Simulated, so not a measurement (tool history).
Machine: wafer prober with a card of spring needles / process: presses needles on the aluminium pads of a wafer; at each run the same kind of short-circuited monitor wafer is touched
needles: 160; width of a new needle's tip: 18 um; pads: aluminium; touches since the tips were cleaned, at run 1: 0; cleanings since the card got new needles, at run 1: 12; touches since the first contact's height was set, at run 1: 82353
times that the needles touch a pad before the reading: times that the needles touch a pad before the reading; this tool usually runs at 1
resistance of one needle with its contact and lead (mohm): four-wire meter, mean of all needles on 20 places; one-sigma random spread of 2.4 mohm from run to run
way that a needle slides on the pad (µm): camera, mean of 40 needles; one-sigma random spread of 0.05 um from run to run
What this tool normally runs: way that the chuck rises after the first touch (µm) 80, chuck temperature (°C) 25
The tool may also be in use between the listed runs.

run,day,way that the chuck rises after the first touch (µm),chuck temperature (°C),times that the needles touch a pad before the reading,touches since the tips were cleaned,cleanings since the card got new needles,touches since the first contact's height was set,resistance of one needle with its contact and lead (mohm),way that a needle slides on the pad (µm)
1,0.000,80,25,1,0,12,82353,286,14.25
2,0.579,80,25,1,2912,12,85265,462,14.25
3,1.025,66,25,1,5165,12,87518,658,11.73
# day 1.158: tips cleaned on abrasive film
4,1.746,80,25,1,2969,13,91141,488,14.24
# day 2.271: tips cleaned on abrasive film
5,2.404,80,31,1,664,14,94424,344,14.10
6,3.138,80,31,1,4373,14,98133,512,14.16
# day 3.392: tips cleaned on abrasive film
7,3.783,80,31,1,1981,15,101366,433,14.18
# day 4.512: tips cleaned on abrasive film
8,4.579,80,31,1,336,16,105354,318,14.21
9,4.942,80,31,1,2173,16,107191,439,14.25
10,5.521,80,25,1,5090,16,110108,533,14.10
# day 5.646: tips cleaned on abrasive film
11,6.100,80,25,1,2285,17,113010,451,14.15
12,6.450,80,25,1,4055,17,114780,524,14.15
# day 6.767: tips cleaned on abrasive film
13,7.150,80,25,1,1930,18,118288,437,14.21
14,7.558,80,25,1,3981,18,120339,522,14.21
# day 7.904: tips cleaned on abrasive film
15,8.183,80,25,1,1411,19,123481,406,14.09
16,8.721,80,25,1,4109,19,126179,524,14.29
# day 9.062: tips cleaned on abrasive film
17,9.479,80,25,1,2107,20,129985,440,14.17
18,9.900,62,25,2,4236,20,132114,519,11.03
# day 9.975: height of the first contact set anew
# day 10.229: tips cleaned on abrasive film
19,10.704,76,25,1,2396,21,3644,488,13.38
# day 11.379: tips cleaned on abrasive film
20,11.421,95,122,1,193,22,7232,326,16.75
21,12.196,95,122,1,4110,22,11149,453,16.83
# day 12.504: tips cleaned on abrasive film
22,12.712,80,25,2,1051,23,13732,337,14.10
23,13.458,80,25,2,4810,23,17491,443,14.08
# day 13.646: tips cleaned on abrasive film
# day 13.867: height of the first contact set anew, once more
24,13.979,87,65,1,1616,24,572,402,15.67
25,14.504,86,66,2,4256,24,3212,407,15.50
# day 14.804: tips cleaned on abrasive film
26,15.071,80,64,1,1347,25,6060,412,14.44
27,15.742,83,101,2,4732,25,9445,425,14.83
# day 15.908: tips cleaned on abrasive film
28,16.412,69,101,1,2536,26,12799,526,12.30
# day 17.029: tips cleaned on abrasive film
29,17.029,64,42,1,0,27,15890,314,11.45
30,17.383,80,25,2,1785,27,17675,362,14.34
31,17.942,80,35,2,4595,27,20485,428,14.35
# day 18.154: tips cleaned on abrasive film
32,18.312,78,98,2,795,28,22330,344,13.97
33,18.838,80,25,2,3450,28,24985,404,14.32
# day 19.279: tips cleaned on abrasive film
34,19.600,90,32,1,1620,29,28817,400,16.04

Describe how what the log doesn't record of the tool's condition differs between the last listed run preceding each entry between runs and the first listed run following it.
Between runs 3 and 4: tips cleaned on abrasive film (day 1.158)
  debris on the tips, nm: 116.2 -> 95.6; way that the needles fall short of the set height, um: 0.61 -> 0.67; tips' diameter, um: 18.21 -> 18.23
  measured less the result without the state, resistance of one needle with its contact and lead (mohm): +381 -> +217; way that a needle slides on the pad (µm): -0.11 -> -0.12
Between runs 4 and 5: tips cleaned on abrasive film (day 2.271)
  debris on the tips, nm: 95.6 -> 31; way that the needles fall short of the set height, um: 0.67 -> 0.71; tips' diameter, um: 18.23 -> 18.25
  measured less the result without the state, resistance of one needle with its contact and lead (mohm): +217 -> +70; way that a needle slides on the pad (µm): -0.12 -> -0.13
Between runs 6 and 7: tips cleaned on abrasive film (day 3.392)
  debris on the tips, nm: 107.1 -> 71.6; way that the needles fall short of the set height, um: 0.71 -> 0.75; tips' diameter, um: 18.25 -> 18.26
  measured less the result without the state, resistance of one needle with its contact and lead (mohm): +241 -> +161; way that a needle slides on the pad (µm): -0.12 -> -0.14
Between runs 7 and 8: tips cleaned on abrasive film (day 4.512)
  debris on the tips, nm: 71.6 -> 20.4; way that the needles fall short of the set height, um: 0.75 -> 0.81; tips' diameter, um: 18.26 -> 18.28
  measured less the result without the state, resistance of one needle with its contact and lead (mohm): +161 -> +47; way that a needle slides on the pad (µm): -0.14 -> -0.15
Between runs 10 and 11: tips cleaned on abrasive film (day 5.646)
  debris on the tips, nm: 114.4 -> 79.6; way that the needles fall short of the set height, um: 0.81 -> 0.86; tips' diameter, um: 18.28 -> 18.3
  measured less the result without the state, resistance of one needle with its contact and lead (mohm): +262 -> +182; way that a needle slides on the pad (µm): -0.14 -> -0.15
Between runs 12 and 13: tips cleaned on abrasive film (day 6.767)
  debris on the tips, nm: 107.5 -> 71.1; way that the needles fall short of the set height, um: 0.86 -> 0.91; tips' diameter, um: 18.3 -> 18.32
  measured less the result without the state, resistance of one needle with its contact and lead (mohm): +249 -> +164; way that a needle slides on the pad (µm): -0.16 -> -0.17
Between runs 14 and 15: tips cleaned on abrasive film (day 7.904)
  debris on the tips, nm: 106.7 -> 60.2; way that the needles fall short of the set height, um: 0.91 -> 0.96; tips' diameter, um: 18.32 -> 18.33
  measured less the result without the state, resistance of one needle with its contact and lead (mohm): +249 -> +138; way that a needle slides on the pad (µm): -0.16 -> -0.18
Between runs 16 and 17: tips cleaned on abrasive film (day 9.062)
  debris on the tips, nm: 107.8 -> 75.4; way that the needles fall short of the set height, um: 0.96 -> 1; tips' diameter, um: 18.33 -> 18.35
  measured less the result without the state, resistance of one needle with its contact and lead (mohm): +251 -> +172; way that a needle slides on the pad (µm): -0.17 -> -0.18
Between runs 18 and 19: height of the first contact set anew (day 9.975); tips cleaned on abrasive film (day 10.229)
  debris on the tips, nm: 109.5 -> 82.2; way that the needles fall short of the set height, um: 1 -> 1.42; tips' diameter, um: 18.35 -> 18.37
  measured less the result without the state, resistance of one needle with its contact and lead (mohm): +245 -> +214; way that a needle slides on the pad (µm): -0.18 -> -0.26
Between runs 19 and 20: tips cleaned on abrasive film (day 11.379)
  debris on the tips, nm: 82.2 -> 21; way that the needles fall short of the set height, um: 1.42 -> 1.47; tips' diameter, um: 18.37 -> 18.38
  measured less the result without the state, resistance of one needle with its contact and lead (mohm): +214 -> +31; way that a needle slides on the pad (µm): -0.26 -> -0.26
Between runs 21 and 22: tips cleaned on abrasive film (day 12.504)
  debris on the tips, nm: 108.3 -> 47.4; way that the needles fall short of the set height, um: 1.47 -> 1.51; tips' diameter, um: 18.38 -> 18.4
  measured less the result without the state, resistance of one needle with its contact and lead (mohm): +157 -> +68; way that a needle slides on the pad (µm): -0.26 -> -0.27
Between runs 23 and 24: tips cleaned on abrasive film (day 13.646); height of the first contact set anew, once more (day 13.867)
  debris on the tips, nm: 116 -> 64.2; way that the needles fall short of the set height, um: 1.51 -> 0; tips' diameter, um: 18.4 -> 18.41
  measured less the result without the state, resistance of one needle with its contact and lead (mohm): +166 -> +119; way that a needle slides on the pad (µm): -0.27 -> +0.00
Between runs 25 and 26: tips cleaned on abrasive film (day 14.804)
  debris on the tips, nm: 109.8 -> 59.9; way that the needles fall short of the set height, um: 0 -> 0.05; tips' diameter, um: 18.41 -> 18.43
  measured less the result without the state, resistance of one needle with its contact and lead (mohm): +124 -> +129; way that a needle slides on the pad (µm): +0.00 -> -0.01
Between runs 27 and 28: tips cleaned on abrasive film (day 15.908)
  debris on the tips, nm: 115.7 -> 85.3; way that the needles fall short of the set height, um: 0.05 -> 0.09; tips' diameter, um: 18.43 -> 18.44
  measured less the result without the state, resistance of one needle with its contact and lead (mohm): +131 -> +227; way that a needle slides on the pad (µm): -0.01 -> -0.02
Between runs 28 and 29: tips cleaned on abrasive film (day 17.029)
  debris on the tips, nm: 85.3 -> 9; way that the needles fall short of the set height, um: 0.09 -> 0.15; tips' diameter, um: 18.44 -> 18.46
  measured less the result without the state, resistance of one needle with its contact and lead (mohm): +227 -> +31; way that a needle slides on the pad (µm): -0.02 -> -0.02
Between runs 31 and 32: tips cleaned on abrasive film (day 18.154)
  debris on the tips, nm: 112.8 -> 37.4; way that the needles fall short of the set height, um: 0.15 -> 0.21; tips' diameter, um: 18.46 -> 18.49
  measured less the result without the state, resistance of one needle with its contact and lead (mohm): +153 -> +49; way that a needle slides on the pad (µm): -0.03 -> -0.04
Between runs 33 and 34: tips cleaned on abrasive film (day 19.279)
  debris on the tips, nm: 97.1 -> 67.4; way that the needles fall short of the set height, um: 0.21 -> 0.27; tips' diameter, um: 18.49 -> 18.5
  measured less the result without the state, resistance of one needle with its contact and lead (mohm): +134 -> +126; way that a needle slides on the pad (µm): -0.04 -> -0.05

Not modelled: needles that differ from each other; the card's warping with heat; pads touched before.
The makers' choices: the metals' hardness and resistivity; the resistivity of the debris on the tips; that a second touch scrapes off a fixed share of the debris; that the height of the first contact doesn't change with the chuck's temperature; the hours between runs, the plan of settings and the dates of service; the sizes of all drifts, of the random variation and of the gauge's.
